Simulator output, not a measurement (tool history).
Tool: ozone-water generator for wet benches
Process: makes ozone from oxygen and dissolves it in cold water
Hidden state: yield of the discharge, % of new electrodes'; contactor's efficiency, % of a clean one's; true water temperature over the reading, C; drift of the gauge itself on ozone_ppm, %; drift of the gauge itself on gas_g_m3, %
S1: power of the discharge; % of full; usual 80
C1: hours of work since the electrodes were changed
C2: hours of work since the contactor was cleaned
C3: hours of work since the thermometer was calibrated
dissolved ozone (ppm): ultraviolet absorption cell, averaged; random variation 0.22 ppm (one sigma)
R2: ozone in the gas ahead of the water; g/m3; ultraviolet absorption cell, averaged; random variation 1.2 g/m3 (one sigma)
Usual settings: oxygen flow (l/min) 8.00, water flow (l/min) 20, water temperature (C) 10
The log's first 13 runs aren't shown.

{"run": 14, "hour": 1573.3, "S1": 80, "oxygen flow (l/min)": 6.17, "water flow (l/min)": 20, "water temperature (C)": 10, "C1": 3529, "C2": 4102, "C3": 143, "dissolved ozone (ppm)": 29.7, "R2": 234.0}
{"hour": 1664.0, "done": "contactor cleaned"}
{"run": 15, "hour": 1734.7, "S1": 80, "oxygen flow (l/min)": 8.0, "water flow (l/min)": 20, "water temperature (C)": 8, "C1": 3631, "C2": 46, "C3": 245, "dissolved ozone (ppm)": 30.9, "R2": 200.6}
{"run": 16, "hour": 1872.9, "S1": 80, "oxygen flow (l/min)": 8.0, "water flow (l/min)": 20, "water temperature (C)": 8, "C1": 3721, "C2": 135, "C3": 334, "dissolved ozone (ppm)": 30.5, "R2": 201.4}
{"hour": 1903.0, "done": "water thermometer calibrated, once more"}
{"run": 17, "hour": 1973.2, "S1": 80, "oxygen flow (l/min)": 8.0, "water flow (l/min)": 20, "water temperature (C)": 8, "C1": 3785, "C2": 200, "C3": 45, "dissolved ozone (ppm)": 30.8, "R2": 200.0}
{"run": 18, "hour": 2130.2, "S1": 80, "oxygen flow (l/min)": 11.05, "water flow (l/min)": 20, "water temperature (C)": 10, "C1": 3887, "C2": 302, "C3": 147, "dissolved ozone (ppm)": 28.3, "R2": 162.4}
{"run": 19, "hour": 2207.7, "S1": 90, "oxygen flow (l/min)": 7.61, "water flow (l/min)": 20, "water temperature (C)": 10, "C1": 3937, "C2": 352, "C3": 197, "dissolved ozone (ppm)": 32.3, "R2": 220.7}
{"run": 20, "hour": 2336.6, "S1": 90, "oxygen flow (l/min)": 7.61, "water flow (l/min)": 19, "water temperature (C)": 9, "C1": 4021, "C2": 436, "C3": 281, "dissolved ozone (ppm)": 33.8, "R2": 219.9}
{"run": 21, "hour": 2472.7, "S1": 90, "oxygen flow (l/min)": 7.61, "water flow (l/min)": 19, "water temperature (C)": 6, "C1": 4109, "C2": 524, "C3": 369, "dissolved ozone (ppm)": 34.6, "R2": 218.1}
{"run": 22, "hour": 2613.5, "S1": 80, "oxygen flow (l/min)": 8.0, "water flow (l/min)": 14, "water temperature (C)": 10, "C1": 4200, "C2": 615, "C3": 460, "dissolved ozone (ppm)": 37.5, "R2": 197.9}
{"run": 23, "hour": 2701.9, "S1": 80, "oxygen flow (l/min)": 14.33, "water flow (l/min)": 14, "water temperature (C)": 10, "C1": 4258, "C2": 672, "C3": 518, "dissolved ozone (ppm)": 31.8, "R2": 138.8}
{"run": 24, "hour": 2771.4, "S1": 46, "oxygen flow (l/min)": 4.03, "water flow (l/min)": 20, "water temperature (C)": 10, "C1": 4303, "C2": 717, "C3": 563, "dissolved ozone (ppm)": 21.6, "R2": 216.7}
{"run": 25, "hour": 2895.5, "S1": 62, "oxygen flow (l/min)": 14.11, "water flow (l/min)": 16, "water temperature (C)": 9, "C1": 4383, "C2": 798, "C3": 643, "dissolved ozone (ppm)": 26.5, "R2": 120.4}
{"run": 26, "hour": 3021.1, "S1": 59, "oxygen flow (l/min)": 4.75, "water flow (l/min)": 22, "water temperature (C)": 9, "C1": 4464, "C2": 879, "C3": 725, "dissolved ozone (ppm)": 23.2, "R2": 226.5}

Forecast run 27:
{"run": 27, "hour": 3184.4, "S1": 74, "oxygen flow (l/min)": 10.52, "water flow (l/min)": 14, "water temperature (C)": 5, "C1": 4570, "C2": 985, "C3": 830, "dissolved ozone (ppm)": "?", "R2": "?"}

dissolved ozone (ppm): 36.7
R2: 158.3 g/m3
Without the tool's hidden state the same run would have given dissolved ozone (ppm) 42.4, R2 180.3 g/m3.

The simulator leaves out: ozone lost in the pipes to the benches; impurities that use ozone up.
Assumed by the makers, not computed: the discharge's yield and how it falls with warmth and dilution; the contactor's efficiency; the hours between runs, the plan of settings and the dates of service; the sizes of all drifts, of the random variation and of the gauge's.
